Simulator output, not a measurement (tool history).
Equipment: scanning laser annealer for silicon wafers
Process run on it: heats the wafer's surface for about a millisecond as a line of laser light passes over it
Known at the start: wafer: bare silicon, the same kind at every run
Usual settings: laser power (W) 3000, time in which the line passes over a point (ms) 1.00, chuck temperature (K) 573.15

run   hour  laser power (W)  time in which the line passes over a point (ms)  chuck temperature (K)  highest temperature of the surface (K)
  1    0.0             3000                                             1.00                 573.15                                 1364.15
  2   19.8             3000                                             1.00                 573.15                                 1365.15
  3   43.5             3000                                             1.00                 573.15                                 1366.15
  4   72.7             3000                                             1.00                 573.15                                 1364.15
  5   99.4             3000                                             1.00                 573.15                                 1365.15
  6  121.9             3000                                             1.00                 573.15                                 1363.15
  7  138.1             3000                                             1.00                 576.15                                 1362.15
  8  169.2             3000                                             1.00                 576.15                                 1364.15
  9  199.8             3000                                             1.00                 573.15                                 1359.15
 10  216.7             3000                                             1.00                 573.15                                 1357.15
 11  245.4             3000                                             1.00                 573.15                                 1357.15
 12  266.6             3000                                             0.83                 573.15                                 1298.15
 13  295.3             3000                                             1.00                 541.15                                 1326.15
 14  323.3             3000                                             1.00                 541.15                                 1323.15
     335.8  -- window over the wafer cleaned
 15  352.7             3000                                             1.00                 573.15                                 1373.15
 16  370.4             3000                                             0.72                 573.15                                 1269.15
 17  383.8             3111                                             1.00                 573.15                                 1408.15
 18  400.0             3111                                             1.00                 573.15                                 1409.15
 19  432.4             3111                                             1.00                 570.15                                 1403.15
 20  459.4             3000                                             1.00                 573.15                                 1369.15
 21  478.9             3000                                             1.00                 573.15                                 1369.15
 22  499.8             3000                                             1.00                 573.15                                 1371.15
 23  528.6             3070                                             1.00                 576.15                                 1392.15
 24  554.6             3000                                             1.14                 597.15                                 1434.15
 25  579.1             3000                                             1.14                 597.15                                 1435.15
 26  607.0             2612                                             0.87                 599.15                                 1227.15
 27  627.0             2612                                             0.87                 599.15                                 1226.15
 28  642.2             3173                                             1.23                 599.15                                 1521.15
 29  661.6             3173                                             1.23                 599.15                                 1524.15
 30  675.7             3053                                             1.00                 562.15                                 1371.15
 31  696.3             2780                                             0.71                 562.15                                 1181.15
     725.8  -- optics aligned, line set to its width
 32  730.0             2780                                             0.98                 601.15                                 1322.15
 33  755.2             2780                                             1.06                 559.15                                 1303.15
 34  774.8             2780                                             1.06                 559.15                                 1303.15
 35  798.4             3000                                             1.08                 573.15                                 1398.15
 36  825.6             2794                                             0.95                 534.15                                 1246.15
 37  851.3             2646                                             0.89                 551.15                                 1195.15
 38  871.5             2646                                             0.89                 551.15                                 1199.15
 39  885.2             3039                                             1.18                 570.15                                 1436.15
 40  908.6             3000                                             0.72                 573.15                                 1262.15
 41  931.4             2572                                             0.76                 573.15                                 1157.15

A few steps of highest temperature of the surface (K) between consecutive runs. Split each: what settings, incoming material and random variation would produce without the hidden state, and what is left over for the hidden state, along with gauge scatter present in only one of the two compared results (measured, and without hidden state):
Hidden state present: light that passes the window, % of a clean one's; laser's true power over the reading, %; width of the line over the set one, %; drift of the gauge itself on peak_c, C.
Run 14 -> 15: chuck temperature (K) 541.15 -> 573.15, window over the wafer cleaned. highest temperature of the surface (K) +50.00: hidden state +19.00, all else +31.00.
Run 25 -> 26: laser power (W) 3000 -> 2612, time in which the line passes over a point (ms) 1.14 -> 0.87, chuck temperature (K) 597.15 -> 599.15. highest temperature of the surface (K) -208.00: hidden state +5.00, all else -213.00.
Run 27 -> 28: laser power (W) 2612 -> 3173, time in which the line passes over a point (ms) 0.87 -> 1.23. highest temperature of the surface (K) +295.00: hidden state -9.00, all else +304.00.
Run 31 -> 32: time in which the line passes over a point (ms) 0.71 -> 0.98, chuck temperature (K) 562.15 -> 601.15, optics aligned, line set to its width. highest temperature of the surface (K) +141.00: hidden state +9.00, all else +132.00.
Run 38 -> 39: laser power (W) 2646 -> 3039, time in which the line passes over a point (ms) 0.89 -> 1.18, chuck temperature (K) 551.15 -> 570.15. highest temperature of the surface (K) +237.00: hidden state -5.00, all else +242.00.

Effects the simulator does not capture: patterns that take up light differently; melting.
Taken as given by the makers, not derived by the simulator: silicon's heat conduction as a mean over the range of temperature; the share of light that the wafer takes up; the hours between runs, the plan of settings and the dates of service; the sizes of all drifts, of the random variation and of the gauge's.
